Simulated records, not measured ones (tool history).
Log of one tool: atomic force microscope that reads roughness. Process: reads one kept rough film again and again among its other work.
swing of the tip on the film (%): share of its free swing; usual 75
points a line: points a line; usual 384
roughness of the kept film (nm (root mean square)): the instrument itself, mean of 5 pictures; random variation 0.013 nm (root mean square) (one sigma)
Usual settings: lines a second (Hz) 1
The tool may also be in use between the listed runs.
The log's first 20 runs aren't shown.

run,day,lines a second (Hz),swing of the tip on the film (%),points a line,roughness of the kept film (nm (root mean square))
21,7.725,1.52,76,948,2.916
22,8.25,1,75,735,2.927
23,8.779,1,75,262,2.898
# day 8.888: new tip fitted
24,9.296,1,72,283,3.129
25,9.517,1,72,283,3.103
26,9.833,3.42,85,557,2.7
27,10.088,3.42,85,557,2.687
28,10.333,3.42,85,557,2.7
29,10.721,0.78,55,636,3.125
30,10.979,0.78,55,636,3.118
31,11.475,1.69,56,481,3.053
32,11.871,1.69,56,481,3.013
33,12.146,1.75,64,341,2.97
34,12.65,1.75,64,341,2.966
35,13.154,3.91,87,383,2.449

5 ways to go on from here, each from the tool as it stands after run 35. What would each give?
# day 13.358: new tip fitted
A,13.517,0.91,87,430,?
# day 13.358: new tip fitted
B,13.517,0.88,76,384,?
# day 13.358: new tip fitted
C,13.517,0.52,59,413,?
# day 13.358: new tip fitted
D,13.517,3.91,87,617,?
# day 13.358: new tip fitted
E,13.517,0.74,74,384,?

run,roughness of the kept film (nm (root mean square))
A,3.074
B,3.152
C,3.228
D,2.658
E,3.195
Without the tool's hidden state the same runs would have given:
run,roughness of the kept film (nm (root mean square))
A,3.072
B,3.15
C,3.226
D,2.656
E,3.193
